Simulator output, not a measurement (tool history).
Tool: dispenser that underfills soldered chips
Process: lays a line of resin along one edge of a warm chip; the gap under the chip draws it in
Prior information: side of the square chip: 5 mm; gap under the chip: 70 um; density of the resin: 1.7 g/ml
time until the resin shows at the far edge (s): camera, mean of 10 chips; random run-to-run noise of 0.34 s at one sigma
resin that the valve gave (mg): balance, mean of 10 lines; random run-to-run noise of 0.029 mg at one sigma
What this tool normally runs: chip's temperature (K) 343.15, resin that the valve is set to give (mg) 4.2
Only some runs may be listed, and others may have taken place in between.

run,day,chip's temperature (K),resin that the valve is set to give (mg),time until the resin shows at the far edge (s),resin that the valve gave (mg)
1,0,343.15,4.2,16,3.97
2,0.442,343.15,4.2,26.9,3.96
3,0.75,343.15,4.5,15.4,4.24
4,1.167,343.15,4.5,26.2,4.2
5,1.792,343.15,4.5,20.6,4.52
6,2.071,343.15,4.5,28.8,4.5
7,2.708,343.15,4.5,25.2,4.47
8,3.346,343.15,4.5,22.3,4.46
9,3.717,343.15,4.5,34,4.45
10,4.225,336.15,4.5,34.3,4.39
11,4.562,336.15,4.5,19.5,4.33
12,4.992,336.15,4.5,33.3,4.37
13,5.529,328.15,4.2,37.9,4.05
14,6.029,328.15,4.15,26.9,3.97
15,6.629,328.15,4.15,57,3.98
16,7.179,343.15,4.26,26.2,4.04
17,7.5,343.15,4.26,16.5,4
18,7.925,343.15,4.2,25.8,3.91
19,8.283,335.15,4.33,21.6,4.05
20,8.688,351.15,4.2,19.7,3.94
21,9.008,340.15,4.62,16.9,4.3
22,9.558,332.15,3.69,42.6,3.65
23,10.083,332.15,3.69,32.6,3.63
24,10.479,357.15,4.36,21,4.34
25,10.954,357.15,4.26,15.3,4.17
26,11.588,357.15,4.26,13.8,4.21
27,11.879,357.15,4.26,19.6,4.16
28,12.275,357.15,4.26,12.7,4.11
29,12.579,357.15,4.69,17.7,4.55
30,12.962,346.15,4.94,17.3,4.78
31,13.529,338.15,3.77,19.4,3.68
32,13.825,335.15,4.36,29.4,4.14
33,14.454,333.15,4.04,27.2,3.83
34,15.071,333.15,4.04,23.3,3.84
35,15.412,333.15,3.91,34.9,3.66
36,15.854,343.15,5.22,14.8,4.94

Between the runs listed above, the log contained 23 entries, not reproduced here. Where in the sequence does each belong, and how does what the log doesn't record of the tool's condition differ from the listed run before to the listed run after?
From run 2 to run 3: new syringe of resin (day 0.75)
  resin's viscosity, % of fresh resin's: 172.1 -> 100.3; dose that the valve gives, % of what is set: 94.26 -> 93.97; true chip temperature over the reading, C: 1.04 -> 1.07
  measured value less the no-hidden-state value, time until the resin shows at the far edge (s): +10.8 -> -0.4; resin that the valve gave (mg): -0.24 -> -0.27
From run 4 to run 5: new syringe of resin (day 1.475); dispensing valve cleaned and set on the balance (day 1.633)
  resin's viscosity, % of fresh resin's: 165 -> 136.9; dose that the valve gives, % of what is set: 93.6 -> 99.76; true chip temperature over the reading, C: 1.1 -> 1.15
  measured value less the no-hidden-state value, time until the resin shows at the far edge (s): +9.8 -> +5; resin that the valve gave (mg): -0.29 -> -0.01
From run 6 to run 7: new syringe of resin (day 2.267)
  resin's viscosity, % of fresh resin's: 191.5 -> 168.4; dose that the valve gives, % of what is set: 99.5 -> 98.93; true chip temperature over the reading, C: 1.18 -> 1.23
  measured value less the no-hidden-state value, time until the resin shows at the far edge (s): +13.3 -> +9.8; resin that the valve gave (mg): -0.02 -> -0.05
From run 7 to run 8: new syringe of resin (day 3.042)
  resin's viscosity, % of fresh resin's: 168.4 -> 145.4; dose that the valve gives, % of what is set: 98.93 -> 98.36; true chip temperature over the reading, C: 1.23 -> 1.28
  measured value less the no-hidden-state value, time until the resin shows at the far edge (s): +9.8 -> +6.3; resin that the valve gave (mg): -0.05 -> -0.07
From run 9 to run 10: new syringe of resin (day 3.788)
  resin's viscosity, % of fresh resin's: 225.5 -> 173.1; dose that the valve gives, % of what is set: 98.03 -> 97.64; true chip temperature over the reading, C: 1.31 -> 1.35
  measured value less the no-hidden-state value, time until the resin shows at the far edge (s): +18.4 -> +13.6; resin that the valve gave (mg): -0.08 -> -0.1
From run 10 to run 11: new syringe of resin (day 4.533)
  resin's viscosity, % of fresh resin's: 173.1 -> 103.4; dose that the valve gives, % of what is set: 97.64 -> 97.39; true chip temperature over the reading, C: 1.35 -> 1.37
  measured value less the no-hidden-state value, time until the resin shows at the far edge (s): +13.6 -> -0.3; resin that the valve gave (mg): -0.1 -> -0.12
From run 12 to run 13: new syringe of resin (day 5.267)
  resin's viscosity, % of fresh resin's: 172.8 -> 141.3; dose that the valve gives, % of what is set: 96.98 -> 96.55; true chip temperature over the reading, C: 1.41 -> 1.46
  measured value less the no-hidden-state value, time until the resin shows at the far edge (s): +13 -> +9.7; resin that the valve gave (mg): -0.14 -> -0.15
From run 13 to run 14: new syringe of resin (day 6.008)
  resin's viscosity, % of fresh resin's: 141.3 -> 102.9; dose that the valve gives, % of what is set: 96.55 -> 96.08; true chip temperature over the reading, C: 1.46 -> 1.5
  measured value less the no-hidden-state value, time until the resin shows at the far edge (s): +9.7 -> -0.5; resin that the valve gave (mg): -0.15 -> -0.17
From run 15 to run 16: new syringe of resin (day 6.75)
  resin's viscosity, % of fresh resin's: 210.9 -> 166.5; dose that the valve gives, % of what is set: 95.51 -> 95.02; true chip temperature over the reading, C: 1.55 -> 1.6
  measured value less the no-hidden-state value, time until the resin shows at the far edge (s): +28.4 -> +9.8; resin that the valve gave (mg): -0.18 -> -0.21
From run 16 to run 17: new syringe of resin (day 7.483)
  resin's viscosity, % of fresh resin's: 166.5 -> 102; dose that the valve gives, % of what is set: 95.02 -> 94.73; true chip temperature over the reading, C: 1.6 -> 1.62
  measured value less the no-hidden-state value, time until the resin shows at the far edge (s): +9.8 -> -0.4; resin that the valve gave (mg): -0.21 -> -0.23
From run 18 to run 19: new syringe of resin (day 8.25)
  resin's viscosity, % of fresh resin's: 169.5 -> 103.3; dose that the valve gives, % of what is set: 94.35 -> 94.05; true chip temperature over the reading, C: 1.66 -> 1.69
  measured value less the no-hidden-state value, time until the resin shows at the far edge (s): +10.1 -> -0.4; resin that the valve gave (mg): -0.23 -> -0.26
From run 20 to run 21: new syringe of resin (day 9.008)
  resin's viscosity, % of fresh resin's: 167.5 -> 100; dose that the valve gives, % of what is set: 93.66 -> 93.41; true chip temperature over the reading, C: 1.73 -> 1.75
  measured value less the no-hidden-state value, time until the resin shows at the far edge (s): +7.4 -> -0.9; resin that the valve gave (mg): -0.26 -> -0.3
From run 21 to run 22: dispensing valve cleaned and set on the balance (day 9.1)
  resin's viscosity, % of fresh resin's: 100 -> 183.6; dose that the valve gives, % of what is set: 93.41 -> 99.76; true chip temperature over the reading, C: 1.75 -> 1.79
  measured value less the no-hidden-state value, time until the resin shows at the far edge (s): -0.9 -> +18; resin that the valve gave (mg): -0.3 -> -0.01
From run 22 to run 23: new syringe of resin (day 9.804)
  resin's viscosity, % of fresh resin's: 183.6 -> 140.2; dose that the valve gives, % of what is set: 99.76 -> 99.29; true chip temperature over the reading, C: 1.79 -> 1.84
  measured value less the no-hidden-state value, time until the resin shows at the far edge (s): +18 -> +7.9; resin that the valve gave (mg): -0.01 -> -0.03
From run 24 to run 25: new syringe of resin (day 10.529)
  resin's viscosity, % of fresh resin's: 224.9 -> 165.9; dose that the valve gives, % of what is set: 98.9 -> 98.46; true chip temperature over the reading, C: 1.87 -> 1.91
  measured value less the no-hidden-state value, time until the resin shows at the far edge (s): +11.2 -> +5.6; resin that the valve gave (mg): -0.05 -> -0.07
From run 25 to run 26: new syringe of resin (day 11.292)
  resin's viscosity, % of fresh resin's: 165.9 -> 144.6; dose that the valve gives, % of what is set: 98.46 -> 97.86; true chip temperature over the reading, C: 1.91 -> 1.96
  measured value less the no-hidden-state value, time until the resin shows at the far edge (s): +5.6 -> +3.7; resin that the valve gave (mg): -0.07 -> -0.09
From run 27 to run 28: new syringe of resin (day 12.033)
  resin's viscosity, % of fresh resin's: 204.1 -> 133.4; dose that the valve gives, % of what is set: 97.59 -> 97.27; true chip temperature over the reading, C: 1.98 -> 2.01
  measured value less the no-hidden-state value, time until the resin shows at the far edge (s): +9.4 -> +2.6; resin that the valve gave (mg): -0.1 -> -0.12
From run 29 to run 30: new syringe of resin (day 12.762)
  resin's viscosity, % of fresh resin's: 191.7 -> 127.6; dose that the valve gives, % of what is set: 97.01 -> 96.69; true chip temperature over the reading, C: 2.04 -> 2.07
  measured value less the no-hidden-state value, time until the resin shows at the far edge (s): +7.9 -> +2.8; resin that the valve gave (mg): -0.14 -> -0.16
From run 30 to run 31: new syringe of resin (day 13.508)
  resin's viscosity, % of fresh resin's: 127.6 -> 102.7; dose that the valve gives, % of what is set: 96.69 -> 96.17; true chip temperature over the reading, C: 2.07 -> 2.11
  measured value less the no-hidden-state value, time until the resin shows at the far edge (s): +2.8 -> -0.8; resin that the valve gave (mg): -0.16 -> -0.14
From run 32 to run 33: new syringe of resin (day 14.262)
  resin's viscosity, % of fresh resin's: 146.3 -> 125.8; dose that the valve gives, % of what is set: 95.93 -> 95.36; true chip temperature over the reading, C: 2.14 -> 2.18
  measured value less the no-hidden-state value, time until the resin shows at the far edge (s): +7.8 -> +4.1; resin that the valve gave (mg): -0.18 -> -0.18
From run 33 to run 34: new syringe of resin (day 15.042)
  resin's viscosity, % of fresh resin's: 125.8 -> 106.1; dose that the valve gives, % of what is set: 95.36 -> 94.8; true chip temperature over the reading, C: 2.18 -> 2.24
  measured value less the no-hidden-state value, time until the resin shows at the far edge (s): +4.1 -> -0.3; resin that the valve gave (mg): -0.18 -> -0.21
From run 35 to run 36: new syringe of resin (day 15.783)
  resin's viscosity, % of fresh resin's: 159.5 -> 106.7; dose that the valve gives, % of what is set: 94.47 -> 94.07; true chip temperature over the reading, C: 2.26 -> 2.3
  measured value less the no-hidden-state value, time until the resin shows at the far edge (s): +11.5 -> -0.1; resin that the valve gave (mg): -0.22 -> -0.31

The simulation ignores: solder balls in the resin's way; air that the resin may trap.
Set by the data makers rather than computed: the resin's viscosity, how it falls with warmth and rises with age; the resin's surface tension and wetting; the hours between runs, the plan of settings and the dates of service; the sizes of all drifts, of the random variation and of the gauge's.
